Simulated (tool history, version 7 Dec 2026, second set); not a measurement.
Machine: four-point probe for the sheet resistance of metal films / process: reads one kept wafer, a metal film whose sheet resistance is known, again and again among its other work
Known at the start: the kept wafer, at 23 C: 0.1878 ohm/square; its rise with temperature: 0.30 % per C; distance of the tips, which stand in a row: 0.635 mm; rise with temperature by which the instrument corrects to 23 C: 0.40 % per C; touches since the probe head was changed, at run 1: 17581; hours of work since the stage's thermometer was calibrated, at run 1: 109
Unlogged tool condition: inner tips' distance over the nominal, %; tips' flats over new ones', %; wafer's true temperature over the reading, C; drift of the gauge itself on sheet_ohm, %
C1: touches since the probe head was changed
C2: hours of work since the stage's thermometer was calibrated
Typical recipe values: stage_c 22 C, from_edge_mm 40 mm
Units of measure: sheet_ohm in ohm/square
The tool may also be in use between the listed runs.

{"run": 1, "hour": 0.0, "stage_c": 22, "from_edge_mm": 40, "C1": 17581, "C2": 109, "sheet_ohm": 0.188038}
{"run": 2, "hour": 14.0, "stage_c": 22, "from_edge_mm": 40, "C1": 18256, "C2": 120, "sheet_ohm": 0.18803}
{"run": 3, "hour": 29.3, "stage_c": 22, "from_edge_mm": 21, "C1": 18996, "C2": 131, "sheet_ohm": 0.188139}
{"run": 4, "hour": 37.4, "stage_c": 23, "from_edge_mm": 40, "C1": 19390, "C2": 138, "sheet_ohm": 0.187805}
{"run": 5, "hour": 51.8, "stage_c": 34, "from_edge_mm": 40, "C1": 20089, "C2": 148, "sheet_ohm": 0.18572}
{"run": 6, "hour": 65.6, "stage_c": 34, "from_edge_mm": 40, "C1": 20754, "C2": 159, "sheet_ohm": 0.185747}
{"run": 7, "hour": 78.0, "stage_c": 22, "from_edge_mm": 40, "C1": 21356, "C2": 168, "sheet_ohm": 0.188045}
{"run": 8, "hour": 90.7, "stage_c": 22, "from_edge_mm": 40, "C1": 21971, "C2": 178, "sheet_ohm": 0.18805}
{"run": 9, "hour": 102.3, "stage_c": 22, "from_edge_mm": 16, "C1": 22528, "C2": 186, "sheet_ohm": 0.188119}
{"run": 10, "hour": 118.4, "stage_c": 22, "from_edge_mm": 16, "C1": 23309, "C2": 199, "sheet_ohm": 0.188138}
{"run": 11, "hour": 134.6, "stage_c": 22, "from_edge_mm": 16, "C1": 24092, "C2": 211, "sheet_ohm": 0.188172}
{"run": 12, "hour": 144.8, "stage_c": 22, "from_edge_mm": 16, "C1": 24588, "C2": 219, "sheet_ohm": 0.188193}
{"run": 13, "hour": 160.9, "stage_c": 22, "from_edge_mm": 16, "C1": 25366, "C2": 231, "sheet_ohm": 0.188173}
{"run": 14, "hour": 179.3, "stage_c": 22, "from_edge_mm": 16, "C1": 26255, "C2": 245, "sheet_ohm": 0.1882}
{"run": 15, "hour": 192.7, "stage_c": 22, "from_edge_mm": 16, "C1": 26907, "C2": 255, "sheet_ohm": 0.188135}
{"run": 16, "hour": 203.8, "stage_c": 22, "from_edge_mm": 16, "C1": 27444, "C2": 263, "sheet_ohm": 0.188173}
{"run": 17, "hour": 220.4, "stage_c": 23, "from_edge_mm": 13, "C1": 28242, "C2": 275, "sheet_ohm": 0.188119}
{"run": 18, "hour": 231.5, "stage_c": 19, "from_edge_mm": 4, "C1": 28780, "C2": 284, "sheet_ohm": 0.191155}
{"run": 19, "hour": 247.1, "stage_c": 24, "from_edge_mm": 40, "C1": 29537, "C2": 296, "sheet_ohm": 0.187585}
{"run": 20, "hour": 260.8, "stage_c": 24, "from_edge_mm": 40, "C1": 30198, "C2": 306, "sheet_ohm": 0.18764}
{"run": 21, "hour": 272.4, "stage_c": 24, "from_edge_mm": 40, "C1": 30762, "C2": 315, "sheet_ohm": 0.187571}
{"run": 22, "hour": 279.9, "stage_c": 19, "from_edge_mm": 8, "C1": 31122, "C2": 320, "sheet_ohm": 0.189227}
{"run": 23, "hour": 294.8, "stage_c": 24, "from_edge_mm": 3, "C1": 31846, "C2": 332, "sheet_ohm": 0.192074}
{"run": 24, "hour": 306.9, "stage_c": 34, "from_edge_mm": 5, "C1": 32428, "C2": 341, "sheet_ohm": 0.187412}
{"run": 25, "hour": 320.7, "stage_c": 34, "from_edge_mm": 5, "C1": 33097, "C2": 351, "sheet_ohm": 0.187331}
{"run": 26, "hour": 334.2, "stage_c": 34, "from_edge_mm": 5, "C1": 33749, "C2": 361, "sheet_ohm": 0.187347}
{"run": 27, "hour": 351.1, "stage_c": 23, "from_edge_mm": 39, "C1": 34568, "C2": 374, "sheet_ohm": 0.187813}
{"run": 28, "hour": 367.0, "stage_c": 25, "from_edge_mm": 4, "C1": 35339, "C2": 386, "sheet_ohm": 0.189958}
{"run": 29, "hour": 380.3, "stage_c": 25, "from_edge_mm": 4, "C1": 35981, "C2": 396, "sheet_ohm": 0.189979}

3 ways to go on from here, each from the tool as it stands after run 29. What would each give?
{"run": "A", "hour": 397.2, "stage_c": 24, "from_edge_mm": 40, "C1": 36798, "C2": 409, "sheet_ohm": "?"}
{"run": "B", "hour": 397.2, "stage_c": 21, "from_edge_mm": 61, "C1": 36798, "C2": 409, "sheet_ohm": "?"}
{"run": "C", "hour": 397.2, "stage_c": 23, "from_edge_mm": 23, "C1": 36798, "C2": 409, "sheet_ohm": "?"}

run=A sheet_ohm=0.187605
run=B sheet_ohm=0.188243
run=C sheet_ohm=0.187897
Stripped of hidden state, with their random variation kept, the same runs would have yielded:
run=A sheet_ohm=0.187596
run=B sheet_ohm=0.188234
run=C sheet_ohm=0.187888

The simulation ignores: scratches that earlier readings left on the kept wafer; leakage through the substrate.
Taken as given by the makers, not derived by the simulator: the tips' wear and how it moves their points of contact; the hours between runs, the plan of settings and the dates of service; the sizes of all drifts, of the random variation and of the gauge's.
